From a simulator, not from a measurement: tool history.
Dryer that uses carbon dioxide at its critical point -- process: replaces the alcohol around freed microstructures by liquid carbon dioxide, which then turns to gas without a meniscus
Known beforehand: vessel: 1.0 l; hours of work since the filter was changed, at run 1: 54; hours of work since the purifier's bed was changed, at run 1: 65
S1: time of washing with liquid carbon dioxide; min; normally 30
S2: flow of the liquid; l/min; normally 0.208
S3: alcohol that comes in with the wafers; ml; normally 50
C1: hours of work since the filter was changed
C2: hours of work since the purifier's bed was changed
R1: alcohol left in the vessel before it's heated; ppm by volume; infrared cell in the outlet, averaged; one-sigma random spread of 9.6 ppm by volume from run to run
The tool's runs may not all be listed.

{"run": 1, "hour": 0.0, "S1": 30, "S2": 0.208, "S3": 50, "C1": 54, "C2": 65, "R1": 587}
{"run": 2, "hour": 6.8, "S1": 30, "S2": 0.208, "S3": 50, "C1": 56, "C2": 67, "R1": 607}
{"run": 3, "hour": 15.1, "S1": 30, "S2": 0.208, "S3": 86, "C1": 59, "C2": 70, "R1": 1067}
{"run": 4, "hour": 27.6, "S1": 30, "S2": 0.208, "S3": 86, "C1": 64, "C2": 75, "R1": 1019}
{"run": 5, "hour": 37.1, "S1": 19, "S2": 0.208, "S3": 86, "C1": 68, "C2": 78, "R1": 5245}
{"run": 6, "hour": 47.5, "S1": 30, "S2": 0.208, "S3": 36, "C1": 71, "C2": 82, "R1": 454}
{"run": 7, "hour": 56.3, "S1": 30, "S2": 0.208, "S3": 36, "C1": 75, "C2": 85, "R1": 454}
{"run": 8, "hour": 62.5, "S1": 30, "S2": 0.208, "S3": 36, "C1": 77, "C2": 88, "R1": 455}
{"run": 9, "hour": 71.7, "S1": 30, "S2": 0.208, "S3": 36, "C1": 80, "C2": 91, "R1": 466}
{"run": 10, "hour": 80.6, "S1": 40, "S2": 0.208, "S3": 50, "C1": 84, "C2": 95, "R1": 166}
{"run": 11, "hour": 86.1, "S1": 30, "S2": 0.304, "S3": 50, "C1": 86, "C2": 97, "R1": 91}
{"run": 12, "hour": 95.0, "S1": 30, "S2": 0.304, "S3": 50, "C1": 89, "C2": 100, "R1": 92}
{"run": 13, "hour": 101.0, "S1": 30, "S2": 0.304, "S3": 50, "C1": 91, "C2": 102, "R1": 97}
{"run": 14, "hour": 111.6, "S1": 30, "S2": 0.304, "S3": 50, "C1": 95, "C2": 106, "R1": 90}
{"run": 15, "hour": 119.3, "S1": 30, "S2": 0.304, "S3": 50, "C1": 98, "C2": 109, "R1": 98}
{"run": 16, "hour": 125.4, "S1": 30, "S2": 0.208, "S3": 50, "C1": 100, "C2": 111, "R1": 665}
{"run": 17, "hour": 133.2, "S1": 38, "S2": 0.208, "S3": 50, "C1": 103, "C2": 114, "R1": 219}
{"run": 18, "hour": 143.0, "S1": 38, "S2": 0.208, "S3": 50, "C1": 107, "C2": 118, "R1": 221}
{"run": 19, "hour": 152.8, "S1": 38, "S2": 0.208, "S3": 50, "C1": 111, "C2": 121, "R1": 226}
{"run": 20, "hour": 163.0, "S1": 38, "S2": 0.208, "S3": 50, "C1": 114, "C2": 125, "R1": 233}
{"run": 21, "hour": 173.3, "S1": 38, "S2": 0.208, "S3": 50, "C1": 118, "C2": 129, "R1": 236}
{"run": 22, "hour": 184.6, "S1": 30, "S2": 0.208, "S3": 67, "C1": 122, "C2": 133, "R1": 897}
{"run": 23, "hour": 194.9, "S1": 42, "S2": 0.208, "S3": 62, "C1": 126, "C2": 137, "R1": 168}
{"run": 24, "hour": 203.4, "S1": 31, "S2": 0.162, "S3": 24, "C1": 129, "C2": 140, "R1": 809}
{"run": 25, "hour": 213.4, "S1": 31, "S2": 0.162, "S3": 24, "C1": 133, "C2": 144, "R1": 799}
{"run": 26, "hour": 224.0, "S1": 31, "S2": 0.228, "S3": 24, "C1": 137, "C2": 148, "R1": 205}
{"run": 27, "hour": 232.1, "S1": 43, "S2": 0.299, "S3": 50, "C1": 140, "C2": 151, "R1": 44}
{"run": 28, "hour": 239.7, "S1": 43, "S2": 0.299, "S3": 50, "C1": 143, "C2": 154, "R1": 34}
{"run": 29, "hour": 247.7, "S1": 30, "S2": 0.142, "S3": 112, "C1": 146, "C2": 157, "R1": 6372}

Estimate the outcome of run 30 from the log above:
{"run": 30, "hour": 255.0, "S1": 26, "S2": 0.159, "S3": 50, "C1": 149, "C2": 159, "R1": "?"}

R1: 3082 ppm by volume
The same run, on a tool lacking any hidden state, would have yielded R1 2604 ppm by volume.

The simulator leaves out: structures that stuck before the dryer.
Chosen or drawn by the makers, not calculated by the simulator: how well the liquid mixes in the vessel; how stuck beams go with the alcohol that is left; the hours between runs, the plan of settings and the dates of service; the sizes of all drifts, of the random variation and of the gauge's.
